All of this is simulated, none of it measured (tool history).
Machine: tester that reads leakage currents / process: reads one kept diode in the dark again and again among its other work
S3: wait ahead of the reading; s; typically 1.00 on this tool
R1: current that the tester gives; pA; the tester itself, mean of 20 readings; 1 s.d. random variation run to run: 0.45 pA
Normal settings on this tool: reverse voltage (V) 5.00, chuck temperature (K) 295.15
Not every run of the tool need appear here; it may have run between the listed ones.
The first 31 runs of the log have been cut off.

{"run": 32, "hour": 1175.2, "reverse voltage (V)": 1.72, "chuck temperature (K)": 320.15, "S3": 0.47, "R1": 690.9}
{"run": 33, "hour": 1207.1, "reverse voltage (V)": 12.23, "chuck temperature (K)": 295.15, "S3": 1.0, "R1": 209.75}
{"run": 34, "hour": 1257.7, "reverse voltage (V)": 5.0, "chuck temperature (K)": 295.15, "S3": 0.82, "R1": 141.7}
{"run": 35, "hour": 1311.8, "reverse voltage (V)": 5.0, "chuck temperature (K)": 295.15, "S3": 0.82, "R1": 140.18}
{"run": 36, "hour": 1334.8, "reverse voltage (V)": 5.0, "chuck temperature (K)": 295.15, "S3": 0.82, "R1": 139.38}
{"run": 37, "hour": 1381.0, "reverse voltage (V)": 4.43, "chuck temperature (K)": 306.15, "S3": 3.66, "R1": 329.63}
{"run": 38, "hour": 1412.3, "reverse voltage (V)": 5.78, "chuck temperature (K)": 308.15, "S3": 3.66, "R1": 431.2}
{"run": 39, "hour": 1457.1, "reverse voltage (V)": 1.94, "chuck temperature (K)": 315.15, "S3": 0.6, "R1": 474.72}

Consider 5 possible next runs. They are alternatives, not a sequence: every one starts from the tool as it was left by run 39. What does each give?
{"run": "A", "hour": 1491.4, "reverse voltage (V)": 1.31, "chuck temperature (K)": 315.15, "S3": 0.77, "R1": "?"}
{"run": "B", "hour": 1491.4, "reverse voltage (V)": 9.67, "chuck temperature (K)": 318.15, "S3": 0.52, "R1": "?"}
{"run": "C", "hour": 1491.4, "reverse voltage (V)": 10.58, "chuck temperature (K)": 315.15, "S3": 0.6, "R1": "?"}
{"run": "D", "hour": 1491.4, "reverse voltage (V)": 5.0, "chuck temperature (K)": 319.15, "S3": 1.0, "R1": "?"}
{"run": "E", "hour": 1491.4, "reverse voltage (V)": 1.94, "chuck temperature (K)": 315.15, "S3": 6.88, "R1": "?"}

run=A R1=400.52
run=B R1=1167.23
run=C R1=966.70
run=D R1=948.31
run=E R1=467.92
Take away the tool's hidden state, keep each run's random variation, and the runs would have read:
run=A R1=436.29
run=B R1=1266.91
run=C R1=1049.80
run=D R1=1030.16
run=E R1=509.62
